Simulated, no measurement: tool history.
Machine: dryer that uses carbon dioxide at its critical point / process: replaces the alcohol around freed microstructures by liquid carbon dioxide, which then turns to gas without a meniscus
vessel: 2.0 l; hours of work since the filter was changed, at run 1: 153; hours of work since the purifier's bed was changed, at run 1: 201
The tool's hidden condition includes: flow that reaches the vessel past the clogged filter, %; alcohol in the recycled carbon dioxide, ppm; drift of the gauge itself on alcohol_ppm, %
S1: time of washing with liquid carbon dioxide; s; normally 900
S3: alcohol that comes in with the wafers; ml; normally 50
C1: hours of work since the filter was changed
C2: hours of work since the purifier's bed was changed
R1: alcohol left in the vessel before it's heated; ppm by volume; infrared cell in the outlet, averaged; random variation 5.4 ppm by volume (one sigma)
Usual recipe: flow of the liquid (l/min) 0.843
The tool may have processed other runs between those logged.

run 1 hour=0.0 | S1=900 flow_of_the_liquid_(l/min)=0.843 S3=50 | C1=153 C2=201 | R1=230
run 2 hour=10.8 | S1=900 flow_of_the_liquid_(l/min)=0.843 S3=50 | C1=161 C2=209 | R1=243
run 3 hour=23.5 | S1=900 flow_of_the_liquid_(l/min)=0.843 S3=50 | C1=171 C2=219 | R1=238
run 4 hour=29.9 | S1=900 flow_of_the_liquid_(l/min)=0.843 S3=50 | C1=176 C2=224 | R1=247
run 5 hour=35.4 | S1=900 flow_of_the_liquid_(l/min)=1.082 S3=50 | C1=180 C2=228 | R1=103
run 6 hour=42.9 | S1=900 flow_of_the_liquid_(l/min)=1.082 S3=50 | C1=186 C2=234 | R1=105
run 7 hour=55.6 | S1=900 flow_of_the_liquid_(l/min)=1.082 S3=50 | C1=196 C2=244 | R1=112
run 8 hour=68.5 | S1=900 flow_of_the_liquid_(l/min)=1.082 S3=50 | C1=206 C2=254 | R1=115
run 9 hour=79.5 | S1=900 flow_of_the_liquid_(l/min)=0.843 S3=50 | C1=214 C2=263 | R1=274
run 10 hour=92.0 | S1=900 flow_of_the_liquid_(l/min)=0.843 S3=90 | C1=224 C2=272 | R1=461
run 11 hour=99.1 | S1=1320 flow_of_the_liquid_(l/min)=0.514 S3=67 | C1=230 C2=278 | R1=546
run 12 hour=109.7 | S1=1320 flow_of_the_liquid_(l/min)=0.514 S3=67 | C1=238 C2=286 | R1=546
run 13 hour=120.1 | S1=780 flow_of_the_liquid_(l/min)=1.399 S3=50 | C1=246 C2=294 | R1=101
run 14 hour=132.5 | S1=1140 flow_of_the_liquid_(l/min)=1.162 S3=28 | C1=256 C2=304 | R1=74
run 15 hour=139.6 | S1=840 flow_of_the_liquid_(l/min)=1.407 S3=57 | C1=261 C2=309 | R1=91
run 16 hour=147.5 | S1=900 flow_of_the_liquid_(l/min)=0.626 S3=22 | C1=268 C2=316 | R1=405
run 17 hour=160.6 | S1=780 flow_of_the_liquid_(l/min)=0.697 S3=50 | C1=278 C2=326 | R1=937
run 18 hour=171.8 | S1=780 flow_of_the_liquid_(l/min)=0.697 S3=50 | C1=286 C2=335 | R1=969
run 19 hour=182.8 | S1=600 flow_of_the_liquid_(l/min)=1.208 S3=40 | C1=295 C2=343 | R1=333

Predict each of these 5 candidate next runs independently; none follows another, all start after run 19:
run A hour=188.4 | S1=600 flow_of_the_liquid_(l/min)=1.381 S3=53 | C1=299 C2=347 | R1=?
run B hour=188.4 | S1=720 flow_of_the_liquid_(l/min)=1.339 S3=23 | C1=299 C2=347 | R1=?
run C hour=188.4 | S1=540 flow_of_the_liquid_(l/min)=1.203 S3=38 | C1=299 C2=347 | R1=?
run D hour=188.4 | S1=900 flow_of_the_liquid_(l/min)=0.640 S3=73 | C1=299 C2=347 | R1=?
run E hour=188.4 | S1=960 flow_of_the_liquid_(l/min)=1.255 S3=70 | C1=299 C2=347 | R1=?

run=A R1=248
run=B R1=114
run=C R1=456
run=D R1=1189
run=E R1=96
Without the tool's unlogged condition, the same runs would have read:
run=A R1=91
run=B R1=25
run=C R1=235
run=D R1=716
run=E R1=8
